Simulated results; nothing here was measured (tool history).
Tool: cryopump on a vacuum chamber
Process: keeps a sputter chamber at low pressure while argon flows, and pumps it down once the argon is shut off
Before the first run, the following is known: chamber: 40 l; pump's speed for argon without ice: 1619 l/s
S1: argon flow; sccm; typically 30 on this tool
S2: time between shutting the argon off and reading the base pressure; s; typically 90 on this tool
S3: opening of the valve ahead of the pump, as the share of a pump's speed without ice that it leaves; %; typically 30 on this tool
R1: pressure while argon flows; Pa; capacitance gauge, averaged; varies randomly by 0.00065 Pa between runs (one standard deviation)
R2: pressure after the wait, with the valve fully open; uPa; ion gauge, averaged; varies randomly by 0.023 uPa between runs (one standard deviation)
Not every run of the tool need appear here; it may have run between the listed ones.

| run | hour | S1 | S2 | S3 | R1 | R2 |
|---|---|---|---|---|---|---|
| 1 | 0 | 30 | 90 | 30 | 0.1055 | 0.8 |
| 2 | 21.2 | 30 | 90 | 30 | 0.1047 | 0.82 |
| 3 | 48.3 | 30 | 90 | 30 | 0.1057 | 0.85 |
| 4 | 64.7 | 30 | 102 | 30 | 0.1042 | 0.8 |
| 5 | 77.2 | 30 | 102 | 30 | 0.1048 | 0.81 |
| 6 | 103.8 | 30 | 102 | 30 | 0.1061 | 0.8 |
| 7 | 131 | 30 | 102 | 30 | 0.1056 | 0.86 |
| 8 | 142.6 | 30 | 102 | 30 | 0.1047 | 0.88 |
| 9 | 158.6 | 30 | 102 | 30 | 0.1058 | 0.9 |
| 10 | 182 | 52 | 102 | 30 | 0.182 | 0.93 |
| 11 | 209.7 | 30 | 90 | 40 | 0.0793 | 1.04 |
| 12 | 226.3 | 30 | 30 | 30 | 0.1051 | 2.13 |
| 13 | 247.9 | 30 | 293 | 30 | 0.1043 | 0.67 |
| 14 | 267.8 | 30 | 293 | 30 | 0.1055 | 0.65 |
| 15 | 291.8 | 30 | 293 | 30 | 0.1051 | 0.67 |
| 16 | 319.8 | 30 | 90 | 24 | 0.1322 | 1.18 |
| 17 | 341.5 | 30 | 90 | 24 | 0.1319 | 1.19 |
| 18 | 367.7 | 30 | 90 | 24 | 0.1321 | 1.2 |
| 19 | 395.4 | 16 | 90 | 24 | 0.07 | 1.23 |
| 20 | 416.9 | 17 | 82 | 16 | 0.112 | 1.33 |
| 21 | 444.6 | 26 | 82 | 18 | 0.1519 | 1.41 |
| 22 | 463.7 | 13 | 169 | 22 | 0.0624 | 1.07 |
| 23 | 479.7 | 23 | 25 | 43 | 0.0576 | 2.73 |
| 24 | 505.1 | 30 | 264 | 33 | 0.0974 | 0.97 |
| 25 | 531.2 | 30 | 49 | 33 | 0.0966 | 1.86 |
| 26 | 545.1 | 41 | 49 | 17 | 0.2553 | 1.87 |
| 27 | 557.3 | 41 | 49 | 17 | 0.2538 | 1.88 |
| 28 | 575.4 | 15 | 215 | 39 | 0.0407 | 1.14 |
| 29 | 591.5 | 15 | 215 | 28 | 0.0558 | 1.15 |
| 30 | 607 | 15 | 215 | 28 | 0.0567 | 1.21 |
| 31 | 624.4 | 55 | 109 | 28 | 0.2093 | 1.46 |
| 32 | 637.5 | 55 | 109 | 21 | 0.2756 | 1.42 |
| 33 | 654 | 55 | 109 | 21 | 0.2793 | 1.48 |
| 34 | 675.6 | 20 | 118 | 48 | 0.0454 | 1.41 |
| 35 | 688.4 | 58 | 67 | 21 | 0.2936 | 1.8 |

Forecast each of these 3 alternatives for the next run:
| A | 706.7 | 58 | 90 | 21 | ? | ? |
| B | 706.7 | 59 | 290 | 25 | ? | ? |
| C | 706.7 | 30 | 295 | 24 | ? | ? |

| run | R1 | R2 |
|---|---|---|
| A | 0.2935 | 1.64 |
| B | 0.2509 | 1.23 |
| C | 0.1335 | 1.25 |
What these runs would have given with no unlogged condition in the tool:
| run | R1 | R2 |
|---|---|---|
| A | 0.2877 | 0.75 |
| B | 0.245 | 0.33 |
| C | 0.1306 | 0.35 |
